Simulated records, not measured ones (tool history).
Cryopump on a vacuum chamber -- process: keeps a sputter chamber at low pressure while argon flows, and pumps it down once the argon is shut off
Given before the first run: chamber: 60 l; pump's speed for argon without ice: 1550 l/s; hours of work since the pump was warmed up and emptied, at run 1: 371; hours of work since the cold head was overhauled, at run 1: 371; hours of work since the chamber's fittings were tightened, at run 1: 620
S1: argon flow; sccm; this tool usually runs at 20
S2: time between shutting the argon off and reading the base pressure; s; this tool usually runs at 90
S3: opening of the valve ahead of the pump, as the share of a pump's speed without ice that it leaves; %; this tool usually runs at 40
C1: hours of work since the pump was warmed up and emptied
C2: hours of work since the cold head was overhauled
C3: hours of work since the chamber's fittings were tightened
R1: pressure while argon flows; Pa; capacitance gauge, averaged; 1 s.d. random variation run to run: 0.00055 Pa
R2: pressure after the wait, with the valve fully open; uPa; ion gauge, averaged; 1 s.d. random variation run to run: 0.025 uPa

run 1 hour=0.0 | S1=20 S2=90 S3=40 | C1=371 C2=371 C3=620 | R1=0.0596 R2=2.79
run 2 hour=23.4 | S1=20 S2=90 S3=40 | C1=386 C2=386 C3=635 | R1=0.0601 R2=2.75
run 3 hour=51.1 | S1=20 S2=90 S3=40 | C1=404 C2=404 C3=652 | R1=0.0600 R2=2.87
run 4 hour=81.5 | S1=20 S2=90 S3=40 | C1=423 C2=423 C3=672 | R1=0.0602 R2=2.77
run 5 hour=96.1 | S1=20 S2=90 S3=30 | C1=432 C2=432 C3=681 | R1=0.0796 R2=2.96
run 6 hour=130.5 | S1=20 S2=90 S3=40 | C1=454 C2=454 C3=703 | R1=0.0608 R2=3.06
run 7 hour=159.9 | S1=20 S2=90 S3=40 | C1=473 C2=473 C3=722 | R1=0.0615 R2=3.14
run 8 hour=185.2 | S1=20 S2=90 S3=40 | C1=489 C2=489 C3=738 | R1=0.0615 R2=3.17
run 9 hour=203.5 | S1=20 S2=90 S3=40 | C1=501 C2=501 C3=750 | R1=0.0617 R2=3.17
run 10 hour=237.1 | S1=9 S2=90 S3=40 | C1=522 C2=522 C3=771 | R1=0.0279 R2=3.26

What does the tool deliver on the next run?
run 11 hour=269.5 | S1=18 S2=130 S3=24 | C1=543 C2=543 C3=792 | R1=? R2=?

R1: 0.0881 Pa
R2: 3.11 uPa
Without the tool's hidden state the same run would have given R1 0.0807 Pa, R2 0.78 uPa.

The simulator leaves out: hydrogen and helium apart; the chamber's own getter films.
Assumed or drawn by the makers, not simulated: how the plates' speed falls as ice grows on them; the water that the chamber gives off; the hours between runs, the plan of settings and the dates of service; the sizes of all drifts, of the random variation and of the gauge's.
